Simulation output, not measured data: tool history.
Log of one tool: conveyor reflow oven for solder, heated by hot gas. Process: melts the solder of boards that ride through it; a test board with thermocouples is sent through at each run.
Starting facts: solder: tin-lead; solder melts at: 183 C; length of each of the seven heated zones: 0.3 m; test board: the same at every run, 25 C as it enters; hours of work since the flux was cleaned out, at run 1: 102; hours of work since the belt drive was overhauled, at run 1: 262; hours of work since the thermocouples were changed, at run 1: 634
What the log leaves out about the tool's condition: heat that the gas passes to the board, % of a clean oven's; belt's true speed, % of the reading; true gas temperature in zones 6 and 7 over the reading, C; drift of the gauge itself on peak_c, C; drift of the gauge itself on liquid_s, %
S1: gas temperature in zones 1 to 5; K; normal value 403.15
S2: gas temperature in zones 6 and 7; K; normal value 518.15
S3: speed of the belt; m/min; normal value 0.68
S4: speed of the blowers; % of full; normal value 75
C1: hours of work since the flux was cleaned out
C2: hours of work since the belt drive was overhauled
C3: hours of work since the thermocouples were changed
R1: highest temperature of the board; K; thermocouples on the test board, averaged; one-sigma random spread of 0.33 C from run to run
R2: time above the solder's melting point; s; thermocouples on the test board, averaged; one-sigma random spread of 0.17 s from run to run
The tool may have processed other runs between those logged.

run	hour	S1	S2	S3	S4	C1	C2	C3	R1	R2
1	0	403.15	518.15	0.68	75	102	262	634	498.45	41.4
2	13.1	403.15	518.15	0.68	75	108	268	640	498.05	41.3
3	26.9	403.15	518.15	0.68	75	114	274	646	497.55	40.9
4	34.2	403.15	518.15	0.68	75	117	277	649	497.25	41
5	48.3	403.15	518.15	0.68	75	123	283	655	497.65	41.3
6	60	403.15	518.15	0.68	75	128	288	660	497.55	41.1
7	69.1	403.15	518.15	0.68	75	132	292	664	497.25	41.3
8	83.1	403.15	507.15	0.65	75	138	298	670	490.05	39
9	100.5	394.15	518.15	0.611	75	146	306	678	499.85	44.7

Expected results for the next run?
10	113.7	405.15	518.15	0.611	71	152	311	683	?	?

Run 10 produced R1 500.85 K, R2 47.5 s.
Take away the tool's hidden state, keep the run-to-run variation as it was, and the same run would have given R1 501.55 K, R2 47.9 s.
